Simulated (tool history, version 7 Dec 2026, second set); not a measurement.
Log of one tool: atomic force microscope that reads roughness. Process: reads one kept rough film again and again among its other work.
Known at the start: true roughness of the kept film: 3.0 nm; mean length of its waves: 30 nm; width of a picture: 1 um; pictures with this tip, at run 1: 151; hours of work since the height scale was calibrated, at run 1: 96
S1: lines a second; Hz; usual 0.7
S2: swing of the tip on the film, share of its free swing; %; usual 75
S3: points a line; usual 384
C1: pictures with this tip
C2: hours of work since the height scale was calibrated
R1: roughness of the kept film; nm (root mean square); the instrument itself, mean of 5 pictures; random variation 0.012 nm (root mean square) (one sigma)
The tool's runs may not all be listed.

run   hour     S1  S2   S3   C1   C2     R1
  1      0    0.7  75  384  151   96  2.411
  2    9.9  3.011  75  384  165  101  2.214
  3   21.7  3.011  75  384  183  106  2.187
  4   29.4  3.011  75  384  195  110  2.152
  5   47.6    0.7  75  384  222  119  2.299
      50.9  -- new tip fitted
  6     56    0.7  75  384    8  122  2.706
  7   66.6    0.7  75  384   24  127  2.651
  8   78.8    0.7  75  384   42  133  2.612
  9   97.2    0.7  75  384   69  142  2.578
 10  107.2    0.7  75  384   84  147   2.55
 11  118.3    0.7  75  770  101  152  2.519
 12  126.6    0.7  75  770  113  156  2.496
 13  140.6    0.7  75  770  134  162   2.46
 14  157.1    0.7  75  770  159  170  2.408
 15  171.9    0.7  75  770  181  177  2.385
 16  188.4    0.7  66  384  206  185  2.328
 17  196.7    0.7  66  384  218  189  2.336
     202.6  -- new tip fitted
 18  206.7    0.7  66  384    7  193  2.698
 19  223.1  0.999  75  384   31  201  2.621
 20  237.9  3.209  75  384   53  208  2.383
 21  250.2  3.209  75  384   72  214  2.351
 22  262.8  3.209  75  384   91  220  2.331
 23  271.6  3.155  61  412  104  224  2.456
 24  286.5  2.786  86  519  126  231  2.153
 25  303.1  1.412  57  492  151  239  2.441
 26  320.2  1.412  57  492  176  247  2.409
 27  330.3  1.412  56  294  192  252  2.354
 28  348.1  3.671  56  294  218  260  2.263
     353.7  -- new tip fitted
 29  362.7  3.671  56  294   13  267   2.64
 30  370.9    0.7  75  969   26  271  2.683
 31    381    0.7  89  808   41  275  2.596
 32  395.7  1.512  89  808   63  282  2.408
 33  414.3  1.553  81  283   91  291  2.401
 34  422.7  1.553  81  283  103  295  2.389
 35  431.9  0.724  89  327  117  299  2.409
 36  441.4    1.9  67  311  131  304  2.423
 37    451  0.555  87  337  146  309   2.41
 38  461.6  1.279  81  384  161  314  2.337
 39  478.5  0.577  88  682  187  322  2.351
 40  489.1  0.577  79  682  203  327  2.357
 41  501.2  1.923  75  778  221  332  2.244

Forecast each of these 3 alternatives for the next run:
     505.1  -- new tip fitted
  A  513.5    0.7  75  262  12  338   ?
     505.1  -- new tip fitted
  B  513.5  1.339  75  384  12  338   ?
     505.1  -- new tip fitted
  C  513.5  1.923  78  778  12  338   ?

run     R1
  A  2.662
  B  2.636
  C  2.576
Without the tool's hidden state the same runs would have given:
run     R1
  A  2.703
  B  2.676
  C  2.615
